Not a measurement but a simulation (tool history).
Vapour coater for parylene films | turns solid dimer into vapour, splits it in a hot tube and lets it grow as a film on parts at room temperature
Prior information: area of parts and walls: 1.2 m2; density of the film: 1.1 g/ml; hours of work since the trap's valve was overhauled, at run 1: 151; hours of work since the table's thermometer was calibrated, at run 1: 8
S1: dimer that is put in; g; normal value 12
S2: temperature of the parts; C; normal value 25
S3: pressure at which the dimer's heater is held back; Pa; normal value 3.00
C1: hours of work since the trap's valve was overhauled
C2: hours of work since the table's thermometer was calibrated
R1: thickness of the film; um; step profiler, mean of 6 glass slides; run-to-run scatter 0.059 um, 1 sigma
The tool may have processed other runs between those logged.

Run 1, hour 0.0: usual settings; C1 151; C2 8. Result: R1 6.91 um.
Run 2, hour 10.7: usual settings; C1 158; C2 15. Result: R1 6.94 um.
Run 3, hour 25.5: usual settings but S1 8 g; C1 167; C2 25. Result: R1 4.62 um.
Run 4, hour 46.7: usual settings but S1 8 g; C1 181; C2 39. Result: R1 4.54 um.
Run 5, hour 62.6: usual settings; C1 191; C2 49. Result: R1 6.97 um.
Run 6, hour 73.7: usual settings but S2 18 C; C1 199; C2 56. Result: R1 8.84 um.
Run 7, hour 88.4: usual settings but S2 18 C; C1 208; C2 66. Result: R1 8.82 um.
Run 8, hour 99.9: usual settings but S2 18 C; C1 216; C2 73. Result: R1 8.96 um.
Run 9, hour 111.2: usual settings but S1 8 g, S3 2.45 Pa; C1 223; C2 81. Result: R1 4.88 um.
Run 10, hour 128.0: usual settings but S1 8 g, S3 2.45 Pa; C1 234; C2 92. Result: R1 4.79 um.
Run 11, hour 141.9: usual settings but S1 8 g, S3 2.45 Pa; C1 243; C2 101. Result: R1 4.82 um.
Run 12, hour 153.1: usual settings but S1 8 g, S3 2.45 Pa; C1 250; C2 108. Result: R1 4.82 um.
Run 13, hour 162.5: usual settings but S1 11 g, S3 2.77 Pa; C1 256; C2 114. Result: R1 6.52 um.
Run 14, hour 177.0: usual settings but S1 13 g, S2 20 C, S3 5.77 Pa; C1 266; C2 123. Result: R1 8.40 um.

What if the next run were any one of these 3? Each begins from the tool's condition after run 14:
Run A, hour 194.3: usual settings but S1 11 g, S3 7.80 Pa; C1 277; C2 135. Result: R1 ?.
Run B, hour 194.3: usual settings but S1 9 g, S2 27 C, S3 2.92 Pa; C1 277; C2 135. Result: R1 ?.
Run C, hour 194.3: usual settings but S2 20 C, S3 6.89 Pa; C1 277; C2 135. Result: R1 ?.

run    R1
  A  5.54
  B  4.85
  C  7.58
What these runs would have given with no unlogged condition in the tool:
run    R1
  A  5.55
  B  4.86
  C  7.60

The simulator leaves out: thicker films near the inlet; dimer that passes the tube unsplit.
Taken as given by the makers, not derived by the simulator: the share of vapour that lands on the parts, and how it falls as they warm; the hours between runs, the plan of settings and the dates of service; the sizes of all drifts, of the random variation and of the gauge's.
